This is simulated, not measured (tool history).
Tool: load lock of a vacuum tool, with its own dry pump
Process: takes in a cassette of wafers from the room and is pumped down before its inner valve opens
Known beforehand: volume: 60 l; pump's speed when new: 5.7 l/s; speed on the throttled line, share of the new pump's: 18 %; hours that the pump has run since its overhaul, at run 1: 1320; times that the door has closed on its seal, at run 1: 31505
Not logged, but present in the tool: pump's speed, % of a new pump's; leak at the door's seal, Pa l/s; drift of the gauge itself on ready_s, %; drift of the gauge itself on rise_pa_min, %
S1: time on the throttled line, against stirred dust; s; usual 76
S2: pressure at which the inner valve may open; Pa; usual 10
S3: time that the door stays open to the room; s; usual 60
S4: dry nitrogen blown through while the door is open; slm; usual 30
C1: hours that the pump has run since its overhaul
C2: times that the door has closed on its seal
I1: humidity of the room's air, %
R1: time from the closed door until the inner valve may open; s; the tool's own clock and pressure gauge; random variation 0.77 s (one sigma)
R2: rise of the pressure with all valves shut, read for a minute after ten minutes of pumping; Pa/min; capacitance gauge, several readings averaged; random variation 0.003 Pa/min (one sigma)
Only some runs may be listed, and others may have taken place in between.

{"run": 1, "hour": 0.0, "S1": 76, "S2": 10, "S3": 60, "S4": 30, "C1": 1320, "C2": 31505, "I1": 44.4, "R1": 160.2, "R2": 0.14}
{"run": 2, "hour": 273.0, "S1": 76, "S2": 10, "S3": 60, "S4": 11, "C1": 1593, "C2": 32864, "I1": 41.8, "R1": 157.8, "R2": 0.157}
{"run": 3, "hour": 498.8, "S1": 76, "S2": 10, "S3": 60, "S4": 11, "C1": 1819, "C2": 33989, "I1": 44.8, "R1": 158.5, "R2": 0.172}
{"run": 4, "hour": 672.9, "S1": 76, "S2": 9, "S3": 60, "S4": 30, "C1": 1993, "C2": 34856, "I1": 43.4, "R1": 161.8, "R2": 0.16}
{"run": 5, "hour": 897.3, "S1": 76, "S2": 9, "S3": 60, "S4": 30, "C1": 2217, "C2": 35973, "I1": 46.5, "R1": 163.7, "R2": 0.168}
{"run": 6, "hour": 1056.0, "S1": 76, "S2": 9, "S3": 60, "S4": 30, "C1": 2376, "C2": 36763, "I1": 48.8, "R1": 161.8, "R2": 0.174}
{"run": 7, "hour": 1233.7, "S1": 76, "S2": 10, "S3": 42, "S4": 30, "C1": 2554, "C2": 37648, "I1": 44.9, "R1": 161.9, "R2": 0.175}
{"run": 8, "hour": 1504.0, "S1": 76, "S2": 10, "S3": 42, "S4": 30, "C1": 2824, "C2": 38995, "I1": 44.0, "R1": 162.0, "R2": 0.188}
{"run": 9, "hour": 1629.0, "S1": 76, "S2": 8, "S3": 60, "S4": 30, "C1": 2949, "C2": 39617, "I1": 44.0, "R1": 163.7, "R2": 0.191}
{"run": 10, "hour": 1771.4, "S1": 76, "S2": 10, "S3": 60, "S4": 30, "C1": 3092, "C2": 40326, "I1": 45.3, "R1": 160.7, "R2": 0.202}
{"run": 11, "hour": 1977.4, "S1": 69, "S2": 9, "S3": 98, "S4": 39, "C1": 3298, "C2": 41352, "I1": 45.4, "R1": 158.1, "R2": 0.215}
{"run": 12, "hour": 2102.6, "S1": 69, "S2": 9, "S3": 98, "S4": 39, "C1": 3423, "C2": 41976, "I1": 47.1, "R1": 157.7, "R2": 0.209}
{"run": 13, "hour": 2281.1, "S1": 69, "S2": 9, "S3": 98, "S4": 39, "C1": 3601, "C2": 42864, "I1": 47.0, "R1": 156.9, "R2": 0.22}
{"run": 14, "hour": 2414.0, "S1": 66, "S2": 9, "S3": 41, "S4": 39, "C1": 3734, "C2": 43527, "I1": 44.9, "R1": 156.3, "R2": 0.218}
{"run": 15, "hour": 2531.4, "S1": 66, "S2": 18, "S3": 44, "S4": 39, "C1": 3851, "C2": 44111, "I1": 44.4, "R1": 148.0, "R2": 0.22}
{"run": 16, "hour": 2743.8, "S1": 64, "S2": 10, "S3": 150, "S4": 30, "C1": 4064, "C2": 45169, "I1": 45.5, "R1": 153.5, "R2": 0.242}
{"run": 17, "hour": 3003.3, "S1": 41, "S2": 11, "S3": 150, "S4": 30, "C1": 4323, "C2": 46461, "I1": 47.0, "R1": 133.7, "R2": 0.26}
{"run": 18, "hour": 3273.7, "S1": 39, "S2": 13, "S3": 82, "S4": 8, "C1": 4594, "C2": 47808, "I1": 46.0, "R1": 129.8, "R2": 0.282}
{"run": 19, "hour": 3435.0, "S1": 76, "S2": 10, "S3": 43, "S4": 25, "C1": 4755, "C2": 48611, "I1": 39.8, "R1": 163.3, "R2": 0.273}
{"hour": 3670.1, "done": "door's seal changed, seat wiped"}
{"run": 20, "hour": 3670.3, "S1": 76, "S2": 10, "S3": 60, "S4": 7, "C1": 4989, "C2": 1, "I1": 45.8, "R1": 163.3, "R2": 0.045}

Below are 4 alternative next runs, each starting from the tool's condition after run 20. Predict each:
{"run": "A", "hour": 3845.9, "S1": 69, "S2": 10, "S3": 60, "S4": 15, "C1": 5165, "C2": 875, "I1": 43.7, "R1": "?", "R2": "?"}
{"run": "B", "hour": 3845.9, "S1": 76, "S2": 10, "S3": 74, "S4": 30, "C1": 5165, "C2": 875, "I1": 45.2, "R1": "?", "R2": "?"}
{"run": "C", "hour": 3845.9, "S1": 43, "S2": 10, "S3": 130, "S4": 26, "C1": 5165, "C2": 875, "I1": 40.8, "R1": "?", "R2": "?"}
{"run": "D", "hour": 3845.9, "S1": 61, "S2": 10, "S3": 65, "S4": 7, "C1": 5165, "C2": 875, "I1": 46.4, "R1": "?", "R2": "?"}

run=A R1=158.3 R2=0.031
run=B R1=162.8 R2=0.026
run=C R1=137.7 R2=0.030
run=D R1=151.0 R2=0.049
Stripped of hidden state, with their random variation kept, the same runs would have yielded:
run=A R1=153.9 R2=0.029
run=B R1=158.5 R2=0.024
run=C R1=133.0 R2=0.028
run=D R1=146.3 R2=0.048

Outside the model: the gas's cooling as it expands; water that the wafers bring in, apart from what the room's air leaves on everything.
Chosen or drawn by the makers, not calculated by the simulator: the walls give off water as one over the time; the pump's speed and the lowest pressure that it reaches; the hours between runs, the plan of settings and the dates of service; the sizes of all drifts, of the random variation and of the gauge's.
